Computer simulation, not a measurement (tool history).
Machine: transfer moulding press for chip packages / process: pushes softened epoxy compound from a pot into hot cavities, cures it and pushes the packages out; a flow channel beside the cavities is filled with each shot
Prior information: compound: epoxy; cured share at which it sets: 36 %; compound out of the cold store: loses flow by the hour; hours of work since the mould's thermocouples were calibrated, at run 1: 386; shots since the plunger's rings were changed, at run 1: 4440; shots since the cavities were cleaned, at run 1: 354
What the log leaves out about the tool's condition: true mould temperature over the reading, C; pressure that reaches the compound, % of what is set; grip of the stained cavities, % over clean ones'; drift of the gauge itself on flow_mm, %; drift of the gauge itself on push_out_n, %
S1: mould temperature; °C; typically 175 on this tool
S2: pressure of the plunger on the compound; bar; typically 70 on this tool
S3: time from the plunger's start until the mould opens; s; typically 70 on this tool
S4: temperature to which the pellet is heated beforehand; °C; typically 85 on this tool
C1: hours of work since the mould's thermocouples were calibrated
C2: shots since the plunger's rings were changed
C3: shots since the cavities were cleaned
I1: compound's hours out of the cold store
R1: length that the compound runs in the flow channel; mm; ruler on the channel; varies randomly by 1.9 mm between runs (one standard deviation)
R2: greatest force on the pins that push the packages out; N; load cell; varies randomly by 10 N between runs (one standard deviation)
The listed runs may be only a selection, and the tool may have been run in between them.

run    hour   S1    S2   S3  S4   C1    C2   C3    I1   R1   R2
  1       0  175    70   70  85  386  4440  354  28.3  797  680
       12.3  -- cavities cleaned with cleaning compound and waxed
       43.2  -- cavities cleaned with cleaning compound and waxed
         75  -- cavities cleaned with cleaning compound and waxed
      105.4  -- cavities cleaned with cleaning compound and waxed
  2   105.4  175    70   70  85  457  5970    0  10.7  874  475
        136  -- cavities cleaned with cleaning compound and waxed
      167.3  -- cavities cleaned with cleaning compound and waxed
      176.7  -- plunger's sealing rings changed
  3   190.2  175    70   70  85  513   206  313  32.3  806  675
      202.4  -- cavities cleaned with cleaning compound and waxed
        232  -- cavities cleaned with cleaning compound and waxed
      265.8  -- cavities cleaned with cleaning compound and waxed
  4   280.2  171    70   70  85  574  1522  222     9  920  820
      297.5  -- cavities cleaned with cleaning compound and waxed
        333  -- cavities cleaned with cleaning compound and waxed
      367.5  -- cavities cleaned with cleaning compound and waxed
  5   378.1  169    70   70  85  641  2959  162  10.3  908  859
      397.9  -- cavities cleaned with cleaning compound and waxed
      432.3  -- cavities cleaned with cleaning compound and waxed
      464.4  -- cavities cleaned with cleaning compound and waxed
  6   472.6  169    70   70  85  705  4343  125    31  803  725
      486.7  -- cavities cleaned with cleaning compound and waxed, once more
      520.6  -- cavities cleaned with cleaning compound and waxed
  7   521.2  169    70   70  85  738  5045    9     9  903  729
        552  -- cavities cleaned with cleaning compound and waxed
      585.7  -- cavities cleaned with cleaning compound and waxed
      616.3  -- cavities cleaned with cleaning compound and waxed
  8   623.1  169    70   70  85  807  6544  104   9.3  889  793
      652.4  -- cavities cleaned with cleaning compound and waxed
      659.8  -- plunger's sealing rings changed
  9   673.5  169    70   70  85  840   211  286  20.6  874  885
      686.9  -- cavities cleaned with cleaning compound and waxed
        719  -- cavities cleaned with cleaning compound and waxed
      741.6  -- mould's thermocouples calibrated
      757.1  -- cavities cleaned with cleaning compound and waxed
 10   773.4  175    70   57  85   22  1648  251  47.6  736  873
        787  -- cavities cleaned with cleaning compound and waxed
      819.2  -- cavities cleaned with cleaning compound and waxed
 11   833.4  175    70   57  85   62  2525  218  36.7  776  856
      848.8  -- cavities cleaned with cleaning compound and waxed
      878.4  -- cavities cleaned with cleaning compound and waxed
      907.9  -- cavities cleaned with cleaning compound and waxed
 12     910  175  58.4  101  77  114  3634   32  18.9  774  382
      939.3  -- cavities cleaned with cleaning compound and waxed
      971.2  -- cavities cleaned with cleaning compound and waxed
 13   976.8  171    70   70  95  159  4615   85  13.1  879  685
     1004.5  -- cavities cleaned with cleaning compound and waxed
     1040.3  -- cavities cleaned with cleaning compound and waxed
 14  1054.2  175    70   62  89  212  5760  213     9  875  737
     1076.6  -- cavities cleaned with cleaning compound and waxed
     1109.2  -- cavities cleaned with cleaning compound and waxed
       1142  -- plunger's sealing rings changed
     1143.5  -- cavities cleaned with cleaning compound and waxed
 15  1145.8  175    70  107  76  273    34   34  45.9  750  376
       1174  -- cavities cleaned with cleaning compound and waxed
     1207.6  -- cavities cleaned with cleaning compound and waxed
     1241.3  -- cavities cleaned with cleaning compound and waxed
 16  1244.7  178    70   60  85  340  1486   51  24.7  825  548
     1276.8  -- cavities cleaned with cleaning compound and waxed
     1306.8  -- cavities cleaned with cleaning compound and waxed
 17  1306.8  177    70   70  92  382  2396    0  30.5  797  403
       1339  -- cavities cleaned with cleaning compound and waxed
 18  1352.9  177    70   70  92  414  3082  214  34.8  769  552
     1374.1  -- cavities cleaned with cleaning compound and waxed
     1408.5  -- cavities cleaned with cleaning compound and waxed
 19  1434.6  177    56   94  88  470  4293  401    10  784  554
     1443.3  -- cavities cleaned with cleaning compound and waxed
       1475  -- cavities cleaned with cleaning compound and waxed
 20  1490.7  177  70.8   94  88  508  5110  241  47.8  715  468
     1505.6  -- cavities cleaned with cleaning compound and waxed
     1537.2  -- cavities cleaned with cleaning compound and waxed
     1569.3  -- cavities cleaned with cleaning compound and waxed
 21  1580.2  180    73   56  82  569  6417  168  24.6  807  629
     1601.5  -- cavities cleaned with cleaning compound and waxed
     1623.9  -- plunger's sealing rings changed
     1637.8  -- cavities cleaned with cleaning compound and waxed
       1669  -- cavities cleaned with cleaning compound and waxed
 22    1669  168    70   70  85  627   646    0  32.1  821  624

4 ways to go on from here, each from the tool as it stands after run 22. What would each give?
     1700.9  -- cavities cleaned with cleaning compound and waxed
     1734.7  -- cavities cleaned with cleaning compound and waxed
  A  1734.8  168  65.7  101  86  672  1612   0  47.8   ?   ?
     1700.9  -- cavities cleaned with cleaning compound and waxed
     1734.7  -- cavities cleaned with cleaning compound and waxed
  B  1734.8  175    66   70  85  672  1612   0  30.5   ?   ?
     1700.9  -- cavities cleaned with cleaning compound and waxed
     1734.7  -- cavities cleaned with cleaning compound and waxed
  C  1734.8  174  63.6   70  85  672  1612   0  42.4   ?   ?
     1700.9  -- cavities cleaned with cleaning compound and waxed
     1734.7  -- cavities cleaned with cleaning compound and waxed
  D  1734.8  183    70  104  84  672  1612   0  18.1   ?   ?

run   R1   R2
  A  726  369
  B  774  453
  C  723  464
  D  837  364
The same runs, with their run-to-run variation unchanged, on a tool lacking any hidden condition would have given:
run   R1   R2
  A  737  370
  B  787  466
  C  735  477
  D  850  359
